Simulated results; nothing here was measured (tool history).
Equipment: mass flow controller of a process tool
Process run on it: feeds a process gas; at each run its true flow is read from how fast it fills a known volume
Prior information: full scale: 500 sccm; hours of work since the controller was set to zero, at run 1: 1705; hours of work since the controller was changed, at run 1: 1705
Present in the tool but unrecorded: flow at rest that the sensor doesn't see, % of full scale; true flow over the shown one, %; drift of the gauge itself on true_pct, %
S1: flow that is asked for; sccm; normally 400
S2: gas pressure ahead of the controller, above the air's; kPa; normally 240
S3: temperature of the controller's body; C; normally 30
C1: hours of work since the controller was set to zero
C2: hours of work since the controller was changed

{"run": 1, "hour": 0.0, "S1": 400, "S2": 240, "S3": 30, "C1": 1705, "C2": 1705, "true flow (%)": 99.86}
{"run": 2, "hour": 200.7, "S1": 400, "S2": 230, "S3": 30, "C1": 1859, "C2": 1859, "true flow (%)": 99.58}
{"run": 3, "hour": 337.2, "S1": 248, "S2": 240, "S3": 30, "C1": 1963, "C2": 1963, "true flow (%)": 98.93}
{"run": 4, "hour": 513.4, "S1": 400, "S2": 240, "S3": 30, "C1": 2098, "C2": 2098, "true flow (%)": 99.6}
{"run": 5, "hour": 713.3, "S1": 400, "S2": 240, "S3": 21, "C1": 2251, "C2": 2251, "true flow (%)": 98.61}
{"run": 6, "hour": 881.2, "S1": 100, "S2": 240, "S3": 30, "C1": 2379, "C2": 2379, "true flow (%)": 97.59}
{"run": 7, "hour": 1036.0, "S1": 100, "S2": 240, "S3": 30, "C1": 2498, "C2": 2498, "true flow (%)": 97.44}
{"run": 8, "hour": 1207.4, "S1": 400, "S2": 240, "S3": 38, "C1": 2629, "C2": 2629, "true flow (%)": 100.44}
{"run": 9, "hour": 1420.6, "S1": 400, "S2": 240, "S3": 38, "C1": 2792, "C2": 2792, "true flow (%)": 100.52}
{"run": 10, "hour": 1610.1, "S1": 400, "S2": 153, "S3": 38, "C1": 2937, "C2": 2937, "true flow (%)": 100.1}
{"run": 11, "hour": 1807.8, "S1": 400, "S2": 162, "S3": 38, "C1": 3088, "C2": 3088, "true flow (%)": 100.12}
{"run": 12, "hour": 1944.0, "S1": 138, "S2": 273, "S3": 38, "C1": 3192, "C2": 3192, "true flow (%)": 98.65}
{"run": 13, "hour": 2075.6, "S1": 138, "S2": 228, "S3": 29, "C1": 3293, "C2": 3293, "true flow (%)": 97.38}
{"run": 14, "hour": 2257.4, "S1": 138, "S2": 194, "S3": 29, "C1": 3432, "C2": 3432, "true flow (%)": 97.25}
{"run": 15, "hour": 2439.8, "S1": 132, "S2": 246, "S3": 29, "C1": 3571, "C2": 3571, "true flow (%)": 97.23}
{"run": 16, "hour": 2631.0, "S1": 132, "S2": 246, "S3": 29, "C1": 3717, "C2": 3717, "true flow (%)": 97.09}
{"run": 17, "hour": 2767.0, "S1": 337, "S2": 240, "S3": 30, "C1": 3821, "C2": 3821, "true flow (%)": 98.77}
{"run": 18, "hour": 2944.3, "S1": 96, "S2": 197, "S3": 30, "C1": 3957, "C2": 3957, "true flow (%)": 96.27}

Below are 5 alternative next runs, each starting from the tool's condition after run 18. Predict each:
{"run": "A", "hour": 3080.1, "S1": 212, "S2": 157, "S3": 23, "C1": 4061, "C2": 4061, "true flow (%)": "?"}
{"run": "B", "hour": 3080.1, "S1": 389, "S2": 240, "S3": 30, "C1": 4061, "C2": 4061, "true flow (%)": "?"}
{"run": "C", "hour": 3080.1, "S1": 392, "S2": 240, "S3": 37, "C1": 4061, "C2": 4061, "true flow (%)": "?"}
{"run": "D", "hour": 3080.1, "S1": 280, "S2": 240, "S3": 30, "C1": 4061, "C2": 4061, "true flow (%)": "?"}
{"run": "E", "hour": 3080.1, "S1": 400, "S2": 162, "S3": 22, "C1": 4061, "C2": 4061, "true flow (%)": "?"}

run=A true_flow_(%)=96.91
run=B true_flow_(%)=99.11
run=C true_flow_(%)=99.82
run=D true_flow_(%)=98.43
run=E true_flow_(%)=98
The same runs, with their run-to-run variation unchanged, on a tool lacking any hidden condition would have given:
run=A true_flow_(%)=98.62
run=B true_flow_(%)=100.38
run=C true_flow_(%)=101.09
run=D true_flow_(%)=99.9
run=E true_flow_(%)=99.25
